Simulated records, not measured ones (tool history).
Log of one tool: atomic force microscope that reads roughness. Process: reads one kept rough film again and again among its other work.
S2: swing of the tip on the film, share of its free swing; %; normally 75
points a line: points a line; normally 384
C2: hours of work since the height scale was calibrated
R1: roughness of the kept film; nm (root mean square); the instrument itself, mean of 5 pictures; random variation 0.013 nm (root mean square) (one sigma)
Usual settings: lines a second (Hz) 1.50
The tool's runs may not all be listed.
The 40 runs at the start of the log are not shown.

{"hour": 1365.4, "done": "new tip fitted"}
{"run": 41, "hour": 1391.2, "lines a second (Hz)": 2.5, "S2": 57, "points a line": 552, "pictures with this tip": 36, "C2": 51, "R1": 2.919}
{"hour": 1431.1, "done": "new tip fitted"}
{"run": 42, "hour": 1440.2, "lines a second (Hz)": 1.7, "S2": 77, "points a line": 607, "pictures with this tip": 13, "C2": 85, "R1": 3.006}
{"run": 43, "hour": 1476.6, "lines a second (Hz)": 1.7, "S2": 77, "points a line": 607, "pictures with this tip": 65, "C2": 111, "R1": 2.51}
{"hour": 1497.4, "done": "new tip fitted"}
{"run": 44, "hour": 1509.7, "lines a second (Hz)": 1.7, "S2": 77, "points a line": 607, "pictures with this tip": 18, "C2": 134, "R1": 2.952}
{"run": 45, "hour": 1530.7, "lines a second (Hz)": 1.7, "S2": 77, "points a line": 607, "pictures with this tip": 47, "C2": 149, "R1": 2.622}
{"hour": 1563.1, "done": "new tip fitted"}
{"run": 46, "hour": 1577.4, "lines a second (Hz)": 1.21, "S2": 69, "points a line": 334, "pictures with this tip": 20, "C2": 181, "R1": 3.027}
{"run": 47, "hour": 1597.7, "lines a second (Hz)": 1.21, "S2": 69, "points a line": 334, "pictures with this tip": 49, "C2": 196, "R1": 2.737}
{"run": 48, "hour": 1619.0, "lines a second (Hz)": 1.52, "S2": 59, "points a line": 384, "pictures with this tip": 79, "C2": 211, "R1": 2.587}
{"hour": 1631.5, "done": "new tip fitted"}
{"run": 49, "hour": 1649.5, "lines a second (Hz)": 1.52, "S2": 59, "points a line": 384, "pictures with this tip": 25, "C2": 232, "R1": 3.033}
{"run": 50, "hour": 1674.7, "lines a second (Hz)": 1.52, "S2": 59, "points a line": 384, "pictures with this tip": 61, "C2": 250, "R1": 2.709}
{"hour": 1697.2, "done": "new tip fitted"}
{"run": 51, "hour": 1702.3, "lines a second (Hz)": 2.27, "S2": 59, "points a line": 468, "pictures with this tip": 7, "C2": 269, "R1": 3.192}

Forecast each of these 3 alternatives for the next run:
{"run": "A", "hour": 1724.2, "lines a second (Hz)": 2.27, "S2": 90, "points a line": 468, "pictures with this tip": 38, "C2": 285, "R1": "?"}
{"run": "B", "hour": 1724.2, "lines a second (Hz)": 0.79, "S2": 75, "points a line": 384, "pictures with this tip": 38, "C2": 285, "R1": "?"}
{"run": "C", "hour": 1724.2, "lines a second (Hz)": 2.27, "S2": 74, "points a line": 913, "pictures with this tip": 38, "C2": 285, "R1": "?"}

run=A R1=2.417
run=B R1=2.899
run=C R1=2.735
Had the tool no hidden state, the same runs would have come out as:
run=A R1=2.783
run=B R1=3.339
run=C R1=3.150
